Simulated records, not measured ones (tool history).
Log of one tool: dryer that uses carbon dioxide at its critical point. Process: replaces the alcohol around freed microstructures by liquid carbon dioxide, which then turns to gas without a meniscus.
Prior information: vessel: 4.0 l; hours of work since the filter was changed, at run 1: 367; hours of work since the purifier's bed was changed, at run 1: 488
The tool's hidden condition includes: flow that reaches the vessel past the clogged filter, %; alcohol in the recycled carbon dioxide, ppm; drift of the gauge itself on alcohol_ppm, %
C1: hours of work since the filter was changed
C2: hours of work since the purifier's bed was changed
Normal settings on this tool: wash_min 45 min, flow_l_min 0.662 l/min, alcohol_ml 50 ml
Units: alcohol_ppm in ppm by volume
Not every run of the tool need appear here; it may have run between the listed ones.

run 1 day=0.000 | wash_min=45 flow_l_min=0.662 alcohol_ml=50 | C1=367 C2=488 | alcohol_ppm=162
run 2 day=0.650 | wash_min=45 flow_l_min=0.662 alcohol_ml=50 | C1=374 C2=494 | alcohol_ppm=159
run 3 day=1.612 | wash_min=45 flow_l_min=0.662 alcohol_ml=50 | C1=383 C2=504 | alcohol_ppm=164
run 4 day=2.779 | wash_min=29 flow_l_min=0.662 alcohol_ml=50 | C1=395 C2=516 | alcohol_ppm=364
run 5 day=3.658 | wash_min=29 flow_l_min=0.662 alcohol_ml=50 | C1=403 C2=524 | alcohol_ppm=365
run 6 day=4.512 | wash_min=29 flow_l_min=0.662 alcohol_ml=50 | C1=412 C2=533 | alcohol_ppm=356
run 7 day=5.354 | wash_min=29 flow_l_min=0.662 alcohol_ml=50 | C1=420 C2=541 | alcohol_ppm=365
run 8 day=6.246 | wash_min=29 flow_l_min=0.662 alcohol_ml=50 | C1=429 C2=550 | alcohol_ppm=368
run 9 day=6.925 | wash_min=31 flow_l_min=0.662 alcohol_ml=50 | C1=436 C2=557 | alcohol_ppm=296
run 10 day=7.462 | wash_min=45 flow_l_min=1.060 alcohol_ml=50 | C1=441 C2=562 | alcohol_ppm=146
run 11 day=8.388 | wash_min=45 flow_l_min=0.662 alcohol_ml=50 | C1=450 C2=571 | alcohol_ppm=169
run 12 day=9.417 | wash_min=55 flow_l_min=0.662 alcohol_ml=50 | C1=461 C2=581 | alcohol_ppm=162
run 13 day=10.312 | wash_min=45 flow_l_min=0.874 alcohol_ml=50 | C1=469 C2=590 | alcohol_ppm=161
run 14 day=10.992 | wash_min=45 flow_l_min=0.874 alcohol_ml=50 | C1=476 C2=597 | alcohol_ppm=166
run 15 day=12.042 | wash_min=45 flow_l_min=0.874 alcohol_ml=50 | C1=487 C2=607 | alcohol_ppm=160
run 16 day=13.050 | wash_min=45 flow_l_min=0.662 alcohol_ml=50 | C1=497 C2=617 | alcohol_ppm=201
run 17 day=13.621 | wash_min=45 flow_l_min=0.662 alcohol_ml=50 | C1=502 C2=623 | alcohol_ppm=186
run 18 day=14.538 | wash_min=45 flow_l_min=0.662 alcohol_ml=50 | C1=511 C2=632 | alcohol_ppm=187
run 19 day=15.596 | wash_min=45 flow_l_min=0.448 alcohol_ml=50 | C1=522 C2=643 | alcohol_ppm=384
run 20 day=16.758 | wash_min=45 flow_l_min=0.448 alcohol_ml=50 | C1=533 C2=654 | alcohol_ppm=387
run 21 day=17.288 | wash_min=45 flow_l_min=0.448 alcohol_ml=50 | C1=539 C2=659 | alcohol_ppm=390
run 22 day=18.571 | wash_min=45 flow_l_min=0.448 alcohol_ml=50 | C1=551 C2=672 | alcohol_ppm=397
run 23 day=19.600 | wash_min=45 flow_l_min=0.448 alcohol_ml=50 | C1=562 C2=682 | alcohol_ppm=395
run 24 day=20.779 | wash_min=45 flow_l_min=0.448 alcohol_ml=50 | C1=573 C2=694 | alcohol_ppm=396
run 25 day=21.308 | wash_min=37 flow_l_min=0.882 alcohol_ml=27 | C1=578 C2=699 | alcohol_ppm=191
run 26 day=22.129 | wash_min=66 flow_l_min=0.754 alcohol_ml=31 | C1=587 C2=707 | alcohol_ppm=195
run 27 day=22.696 | wash_min=66 flow_l_min=0.754 alcohol_ml=31 | C1=592 C2=713 | alcohol_ppm=190
-- day=22.817 inlet filter changed
run 28 day=23.354 | wash_min=45 flow_l_min=0.548 alcohol_ml=50 | C1=5 C2=719 | alcohol_ppm=241
run 29 day=23.983 | wash_min=64 flow_l_min=0.444 alcohol_ml=48 | C1=12 C2=725 | alcohol_ppm=223
run 30 day=25.167 | wash_min=61 flow_l_min=1.060 alcohol_ml=48 | C1=23 C2=737 | alcohol_ppm=189
run 31 day=26.321 | wash_min=61 flow_l_min=1.060 alcohol_ml=48 | C1=35 C2=749 | alcohol_ppm=194
run 32 day=27.375 | wash_min=61 flow_l_min=1.060 alcohol_ml=48 | C1=45 C2=759 | alcohol_ppm=188
run 33 day=27.975 | wash_min=36 flow_l_min=0.951 alcohol_ml=21 | C1=51 C2=765 | alcohol_ppm=206
run 34 day=28.696 | wash_min=69 flow_l_min=0.681 alcohol_ml=100 | C1=58 C2=772 | alcohol_ppm=203
run 35 day=29.254 | wash_min=69 flow_l_min=0.681 alcohol_ml=100 | C1=64 C2=778 | alcohol_ppm=198
run 36 day=30.008 | wash_min=49 flow_l_min=0.459 alcohol_ml=56 | C1=71 C2=785 | alcohol_ppm=323
run 37 day=30.879 | wash_min=49 flow_l_min=0.910 alcohol_ml=96 | C1=80 C2=794 | alcohol_ppm=205
run 38 day=32.092 | wash_min=58 flow_l_min=0.950 alcohol_ml=43 | C1=92 C2=806 | alcohol_ppm=208
run 39 day=33.104 | wash_min=58 flow_l_min=0.950 alcohol_ml=43 | C1=102 C2=816 | alcohol_ppm=213
run 40 day=34.246 | wash_min=46 flow_l_min=0.662 alcohol_ml=53 | C1=113 C2=827 | alcohol_ppm=238
run 41 day=35.371 | wash_min=54 flow_l_min=0.745 alcohol_ml=26 | C1=125 C2=838 | alcohol_ppm=216
run 42 day=36.400 | wash_min=54 flow_l_min=0.504 alcohol_ml=35 | C1=135 C2=849 | alcohol_ppm=239
run 43 day=37.046 | wash_min=68 flow_l_min=0.730 alcohol_ml=71 | C1=141 C2=855 | alcohol_ppm=219
run 44 day=37.617 | wash_min=53 flow_l_min=0.662 alcohol_ml=39 | C1=147 C2=861 | alcohol_ppm=236
run 45 day=38.367 | wash_min=36 flow_l_min=0.662 alcohol_ml=43 | C1=154 C2=868 | alcohol_ppm=290
run 46 day=39.062 | wash_min=39 flow_l_min=0.426 alcohol_ml=112 | C1=161 C2=875 | alcohol_ppm=1059

5 ways to go on from here, each from the tool as it stands after run 46. What would each give?
run A day=39.988 | wash_min=60 flow_l_min=0.426 alcohol_ml=112 | C1=170 C2=884 | alcohol_ppm=?
run B day=39.988 | wash_min=54 flow_l_min=0.525 alcohol_ml=50 | C1=170 C2=884 | alcohol_ppm=?
run C day=39.988 | wash_min=45 flow_l_min=0.716 alcohol_ml=50 | C1=170 C2=884 | alcohol_ppm=?
run D day=39.988 | wash_min=39 flow_l_min=0.463 alcohol_ml=112 | C1=170 C2=884 | alcohol_ppm=?
run E day=39.988 | wash_min=34 flow_l_min=0.576 alcohol_ml=23 | C1=170 C2=884 | alcohol_ppm=?

run=A alcohol_ppm=361
run=B alcohol_ppm=252
run=C alcohol_ppm=237
run=D alcohol_ppm=814
run=E alcohol_ppm=315
Stripped of hidden state, with their random variation kept, the same runs would have yielded:
run=A alcohol_ppm=120
run=B alcohol_ppm=27
run=C alcohol_ppm=8
run=D alcohol_ppm=543
run=E alcohol_ppm=83
